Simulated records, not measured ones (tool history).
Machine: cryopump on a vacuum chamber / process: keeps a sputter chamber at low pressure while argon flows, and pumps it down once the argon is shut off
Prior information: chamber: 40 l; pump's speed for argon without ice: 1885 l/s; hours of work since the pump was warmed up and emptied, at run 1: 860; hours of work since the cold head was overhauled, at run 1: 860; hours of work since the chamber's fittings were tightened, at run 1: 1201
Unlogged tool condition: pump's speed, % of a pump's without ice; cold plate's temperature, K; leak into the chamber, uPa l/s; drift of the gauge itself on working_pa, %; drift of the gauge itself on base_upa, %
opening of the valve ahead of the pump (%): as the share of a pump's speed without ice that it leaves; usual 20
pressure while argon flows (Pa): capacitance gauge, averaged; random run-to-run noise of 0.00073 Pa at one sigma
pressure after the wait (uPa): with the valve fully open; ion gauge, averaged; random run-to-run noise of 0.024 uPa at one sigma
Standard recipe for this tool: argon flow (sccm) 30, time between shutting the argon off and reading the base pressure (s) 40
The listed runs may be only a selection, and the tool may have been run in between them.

| run | hour | argon flow (sccm) | time between shutting the argon off and reading the base pressure (s) | opening of the valve ahead of the pump (%) | hours of work since the pump was warmed up and emptied | hours of work since the cold head was overhauled | hours of work since the chamber's fittings were tightened | pressure while argon flows (Pa) | pressure after the wait (uPa) |
|---|---|---|---|---|---|---|---|---|---|
| 1 | 0.0 | 30 | 40 | 20 | 860 | 860 | 1201 | 0.1400 | 2.67 |
| 2 | 41.8 | 13 | 40 | 20 | 888 | 888 | 1229 | 0.0600 | 2.79 |
|  | 80.7 | pump warmed up, emptied and cooled again |
| 3 | 89.8 | 13 | 40 | 20 | 6 | 917 | 1258 | 0.0595 | 2.48 |
| 4 | 132.1 | 13 | 40 | 20 | 34 | 945 | 1286 | 0.0596 | 2.51 |
| 5 | 181.1 | 13 | 40 | 20 | 67 | 978 | 1319 | 0.0583 | 2.52 |
| 6 | 238.9 | 30 | 40 | 20 | 106 | 1017 | 1358 | 0.1362 | 2.61 |
| 7 | 300.1 | 30 | 40 | 20 | 147 | 1058 | 1399 | 0.1362 | 2.74 |
| 8 | 332.1 | 30 | 40 | 20 | 169 | 1080 | 1420 | 0.1346 | 2.72 |
| 9 | 363.1 | 30 | 154 | 37 | 190 | 1100 | 1441 | 0.0729 | 2.24 |
| 10 | 395.5 | 30 | 40 | 35 | 211 | 1122 | 1463 | 0.0781 | 2.77 |
| 11 | 433.6 | 30 | 40 | 35 | 237 | 1148 | 1488 | 0.0779 | 2.83 |
| 12 | 459.0 | 21 | 96 | 20 | 254 | 1165 | 1505 | 0.0958 | 2.48 |
| 13 | 504.6 | 30 | 41 | 28 | 284 | 1195 | 1536 | 0.0974 | 2.93 |

Each row is a separate what-if for the run after 13, all from the same tool condition, not one after another. Results?
|  | 518.6 | leaking fittings of the chamber tightened, without venting |
| A | 565.8 | 30 | 39 | 27 | 324 | 1235 | 32 | ? | ? |
|  | 518.6 | leaking fittings of the chamber tightened, without venting |
| B | 565.8 | 18 | 40 | 20 | 324 | 1235 | 32 | ? | ? |
|  | 518.6 | leaking fittings of the chamber tightened, without venting |
| C | 565.8 | 24 | 33 | 23 | 324 | 1235 | 32 | ? | ? |

| run | pressure while argon flows (Pa) | pressure after the wait (uPa) |
|---|---|---|
| A | 0.1023 | 0.96 |
| B | 0.0818 | 0.91 |
| C | 0.0951 | 1.08 |
With no hidden state in the tool, these same runs would have given:
| run | pressure while argon flows (Pa) | pressure after the wait (uPa) |
|---|---|---|
| A | 0.1001 | 0.89 |
| B | 0.0805 | 0.84 |
| C | 0.0934 | 1.01 |
